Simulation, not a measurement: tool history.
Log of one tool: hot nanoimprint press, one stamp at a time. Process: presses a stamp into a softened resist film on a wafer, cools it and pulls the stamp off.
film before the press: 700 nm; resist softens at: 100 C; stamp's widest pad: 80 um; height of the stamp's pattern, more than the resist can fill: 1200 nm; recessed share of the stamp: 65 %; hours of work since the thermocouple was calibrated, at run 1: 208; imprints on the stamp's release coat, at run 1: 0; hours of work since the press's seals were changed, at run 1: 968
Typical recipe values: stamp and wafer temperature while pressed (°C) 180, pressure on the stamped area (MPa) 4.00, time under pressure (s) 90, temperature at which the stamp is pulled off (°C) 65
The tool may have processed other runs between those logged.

run   hour  stamp and wafer temperature while pressed (°C)  pressure on the stamped area (MPa)  time under pressure (s)  temperature at which the stamp is pulled off (°C)  hours of work since the thermocouple was calibrated  imprints on the stamp's release coat  hours of work since the press's seals were changed  resist left under the stamp's widest pad (Å)  greatest force while the stamp is pulled off (N)
  1    0.0                                             180                                4.00                       90                                                 65                                                  208                                     0                                                 968                                          3942                                               114
  2   25.0                                             177                                4.00                       90                                                 65                                                  223                                    51                                                 983                                          4418                                               114
  3   59.6                                             177                                4.00                       90                                                 65                                                  244                                   121                                                1004                                          4402                                               115
  4   87.1                                             177                                4.00                       90                                                 65                                                  261                                   176                                                1020                                          4376                                               122
  5  118.2                                             180                                4.00                      170                                                 65                                                  279                                   239                                                1039                                          3095                                               124
  6  136.8                                             180                                4.00                      170                                                 65                                                  291                                   277                                                1050                                          3097                                               119
  7  160.9                                             180                                4.00                      170                                                 65                                                  305                                   325                                                1065                                          3090                                               121
     167.5  -- plate thermocouple calibrated
  8  195.3                                             180                                4.00                      170                                                 65                                                   17                                   389                                                1084                                          3048                                               131
  9  229.5                                             180                                2.87                       90                                                 65                                                   37                                   458                                                1104                                          4285                                               129
 10  265.7                                             176                                4.00                       90                                                 65                                                   59                                   532                                                1126                                          4440                                               128
 11  304.9                                             176                                4.00                       90                                                 65                                                   83                                   611                                                1149                                          4426                                               137
     324.1  -- press's hydraulic seals changed and the load cell set to zero
 12  334.2                                             176                                4.00                       90                                                 65                                                   95                                   654                                                   6                                          4348                                               134
 13  352.6                                             176                                4.00                       90                                                 65                                                  106                                   691                                                  17                                          4305                                               135
 14  381.6                                             176                                4.00                       90                                                 65                                                  124                                   750                                                  35                                          4325                                               133
     402.1  -- plate thermocouple calibrated, once more
 15  402.1                                             176                                4.00                       90                                                 65                                                    0                                   785                                                  45                                          4623                                               149
 16  422.8                                             180                                5.03                       90                                                 65                                                   12                                   827                                                  58                                          3721                                               150
 17  441.3                                             184                                5.78                       87                                                 65                                                   24                                   864                                                  69                                          3010                                               154
 18  478.9                                             184                                5.78                       87                                                 65                                                   46                                   941                                                  91                                          2998                                               158
 19  515.9                                             177                                5.69                      117                                                 63                                                   68                                  1015                                                 113                                          3658                                               162
 20  551.6                                             174                                2.99                       90                                                 65                                                   90                                  1088                                                 135                                          5242                                               159
 21  580.7                                             174                                2.99                       90                                                 65                                                  107                                  1147                                                 152                                          5254                                               163
 22  614.4                                             174                                2.99                       90                                                 65                                                  127                                  1215                                                 173                                          5218                                               166
 23  645.4                                             179                                4.00                       90                                                 70                                                  146                                  1277                                                 191                                          4128                                               141
 24  682.8                                             174                                4.00                       90                                                 65                                                  169                                  1353                                                 214                                          4838                                               171
     699.4  -- stamp cleaned and given a new release coat
 25  721.9                                             189                                2.77                       90                                                 51                                                  188                                    45                                                 233                                          3157                                               168
 26  762.5                                             172                                3.33                       64                                                 61                                                  213                                   127                                                 258                                          5699                                               128
 27  800.0                                             192                                5.59                       56                                                 61                                                  235                                   203                                                 280                                          2549                                               135
 28  831.3                                             171                                3.10                       63                                                 59                                                  254                                   267                                                 299                                          5838                                               146
 29  860.7                                             171                                3.10                       63                                                 59                                                  272                                   326                                                 317                                          5858                                               152

5 ways to go on from here, each from the tool as it stands after run 29. What would each give?
  A  896.1                                             180                                4.66                      118                                                 65                                                  293                                   398                                                 338                                             ?                                                 ?
  B  896.1                                             192                                4.00                      113                                                 65                                                  293                                   398                                                 338                                             ?                                                 ?
  C  896.1                                             174                                5.64                       90                                                 72                                                  293                                   398                                                 338                                             ?                                                 ?
  D  896.1                                             183                                5.73                      165                                                 65                                                  293                                   398                                                 338                                             ?                                                 ?
  E  896.1                                             171                                4.18                       63                                                 59                                                  293                                   398                                                 338                                             ?                                                 ?

run  resist left under the stamp's widest pad (Å)  greatest force while the stamp is pulled off (N)
  A                                          3316                                               126
  B                                          2137                                               131
  C                                          4368                                               103
  D                                          2312                                               130
  E                                          5595                                               151
With the hidden condition removed and each run's random variation left untouched, the same runs would have given:
run  resist left under the stamp's widest pad (Å)  greatest force while the stamp is pulled off (N)
  A                                          3476                                               115
  B                                          2241                                               119
  C                                          4543                                                95
  D                                          2428                                               118
  E                                          5741                                               136
